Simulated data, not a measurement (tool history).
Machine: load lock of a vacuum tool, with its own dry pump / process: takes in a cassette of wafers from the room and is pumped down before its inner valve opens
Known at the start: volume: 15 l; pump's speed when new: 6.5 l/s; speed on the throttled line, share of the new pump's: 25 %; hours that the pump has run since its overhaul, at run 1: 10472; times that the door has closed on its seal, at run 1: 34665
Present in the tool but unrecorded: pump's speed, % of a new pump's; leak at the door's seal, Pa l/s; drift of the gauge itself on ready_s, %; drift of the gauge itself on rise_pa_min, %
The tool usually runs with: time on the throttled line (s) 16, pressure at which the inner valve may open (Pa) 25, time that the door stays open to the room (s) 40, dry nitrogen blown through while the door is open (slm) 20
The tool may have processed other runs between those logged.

run    hour  time on the throttled line (s)  pressure at which the inner valve may open (Pa)  time that the door stays open to the room (s)  dry nitrogen blown through while the door is open (slm)  hours that the pump has run since its overhaul  times that the door has closed on its seal  incoming humidity of the room's air, %  time from the closed door until the inner valve may open (s)  rise of the pressure with all valves shut (Pa/min)
  1     0.0                              16                                               25                                             40                                                       20                                           10472                                       34665                                    41.9                                                          31.6                                               0.035
  2   254.4                              16                                               27                                             40                                                       20                                           10726                                       35687                                    48.0                                                          30.7                                               0.043
      269.8  -- door's seal changed, seat wiped
  3   535.4                              16                                               25                                             40                                                        5                                           11006                                        1067                                    43.3                                                          30.9                                               0.061
  4   683.2                              16                                               25                                             40                                                        5                                           11154                                        1661                                    45.4                                                          31.1                                               0.070
  5   841.1                              16                                               25                                             48                                                       20                                           11311                                        2295                                    44.1                                                          31.0                                               0.043
  6  1180.4                              22                                               25                                             48                                                       20                                           11651                                        3658                                    46.0                                                          35.9                                               0.045
  7  1485.6                              16                                               25                                             40                                                       20                                           11956                                        4884                                    40.0                                                          31.0                                               0.029
  8  1745.5                              16                                               25                                             40                                                       20                                           12216                                        5929                                    47.3                                                          31.3                                               0.045
  9  1960.1                              16                                               25                                             40                                                       20                                           12430                                        6790                                    46.9                                                          30.9                                               0.042
 10  2136.8                              16                                               25                                             40                                                       20                                           12607                                        7500                                    46.2                                                          31.3                                               0.040
 11  2427.4                              14                                               25                                             40                                                       20                                           12898                                        8668                                    43.8                                                          29.5                                               0.039
 12  2765.8                              16                                               22                                             40                                                       20                                           13236                                       10027                                    46.4                                                          31.4                                               0.040
 13  2992.7                              16                                               25                                             40                                                       20                                           13463                                       10939                                    42.8                                                          31.1                                               0.040
 14  3180.8                              32                                               25                                             25                                                       20                                           13651                                       11694                                    44.9                                                          43.5                                               0.033
 15  3409.5                              16                                               29                                             51                                                       20                                           13880                                       12613                                    39.3                                                          30.8                                               0.037
 16  3749.3                              16                                               29                                             51                                                       20                                           14220                                       13978                                    45.3                                                          30.9                                               0.046
 17  4083.5                              30                                               43                                            151                                                       31                                           14554                                       15321                                    48.8                                                          40.1                                               0.063
 18  4416.4                              30                                               43                                            151                                                       31                                           14887                                       16658                                    44.0                                                          40.5                                               0.060
 19  4720.2                              30                                               19                                            151                                                       15                                           15191                                       17879                                    42.8                                                          42.3                                               0.076
 20  5059.5                              30                                               19                                            151                                                       15                                           15530                                       19241                                    48.8                                                          42.3                                               0.090
 21  5231.0                              30                                               19                                            151                                                       15                                           15701                                       19931                                    47.2                                                          42.2                                               0.092
 22  5406.1                              16                                               35                                             40                                                       21                                           15876                                       20634                                    50.0                                                          30.3                                               0.040
 23  5685.6                              16                                               35                                             40                                                       21                                           16156                                       21757                                    44.4                                                          30.6                                               0.042
 24  5843.0                              16                                               25                                             75                                                       20                                           16313                                       22389                                    43.8                                                          30.8                                               0.049
 25  6148.5                              16                                               25                                             75                                                       20                                           16619                                       23616                                    44.8                                                          31.4                                               0.051

Hidden condition of the tool, last listed run before each entry between runs versus first listed run after:
Run 2 -> run 3: door's seal changed, seat wiped (hour 269.8)
  leak at the door's seal, Pa l/s: 0.0026 -> 0.002
  measured minus no-state result, rise of the pressure with all valves shut (Pa/min): +0.003 -> +0.000
